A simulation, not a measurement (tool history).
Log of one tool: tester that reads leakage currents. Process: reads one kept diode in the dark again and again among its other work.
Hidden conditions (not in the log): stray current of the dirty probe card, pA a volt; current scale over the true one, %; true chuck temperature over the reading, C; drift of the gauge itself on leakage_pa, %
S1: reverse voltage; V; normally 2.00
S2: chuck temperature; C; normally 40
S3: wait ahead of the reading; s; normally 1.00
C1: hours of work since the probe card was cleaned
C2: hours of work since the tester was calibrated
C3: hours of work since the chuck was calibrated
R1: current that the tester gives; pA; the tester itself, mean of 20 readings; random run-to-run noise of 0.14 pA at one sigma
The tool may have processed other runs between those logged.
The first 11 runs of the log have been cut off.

Run 12, hour 777.6: usual settings but S1 14.05 V; C1 749; C2 1744; C3 549. Result: R1 109.33 pA.
Run 13, hour 842.4: usual settings but S1 7.89 V; C1 778; C2 1773; C3 578. Result: R1 81.59 pA.
Run 14, hour 886.9: usual settings but S1 1.35 V; C1 798; C2 1793; C3 598. Result: R1 35.63 pA.
Run 15, hour 971.8: usual settings but S1 1.53 V; C1 836; C2 1830; C3 636. Result: R1 37.66 pA.
At hour 1010.4: chuck's temperature calibrated.
Run 16, hour 1072.3: usual settings but S1 1.13 V; C1 879; C2 1874; C3 28. Result: R1 36.70 pA.
Run 17, hour 1156.0: usual settings; C1 917; C2 1911; C3 65. Result: R1 47.69 pA.
Run 18, hour 1247.4: usual settings but S2 27 C; C1 957; C2 1952; C3 105. Result: R1 18.96 pA.
Run 19, hour 1307.1: usual settings; C1 984; C2 1979; C3 132. Result: R1 47.22 pA.
Run 20, hour 1385.9: usual settings but S1 3.85 V; C1 1019; C2 2014; C3 167. Result: R1 63.80 pA.
Run 21, hour 1459.2: usual settings but S2 32 C; C1 1052; C2 2046; C3 200. Result: R1 26.61 pA.
Run 22, hour 1504.7: usual settings but S1 14.13 V, S2 51 C; C1 1072; C2 2067; C3 220. Result: R1 240.40 pA.
Run 23, hour 1598.0: usual settings but S1 10.24 V, S2 51 C, S3 1.09 s; C1 1113; C2 2108; C3 261. Result: R1 205.54 pA.

Run 24 comes next. What will it give?
Run 24, hour 1695.8: usual settings but S1 10.24 V, S2 51 C, S3 1.09 s; C1 1157; C2 2152; C3 305. Result: R1 ?.

{"run 24": {"R1": 204.84}}
Take away the tool's hidden state, keep the run-to-run variation as it was, and the same run would have given R1 197.22 pA.

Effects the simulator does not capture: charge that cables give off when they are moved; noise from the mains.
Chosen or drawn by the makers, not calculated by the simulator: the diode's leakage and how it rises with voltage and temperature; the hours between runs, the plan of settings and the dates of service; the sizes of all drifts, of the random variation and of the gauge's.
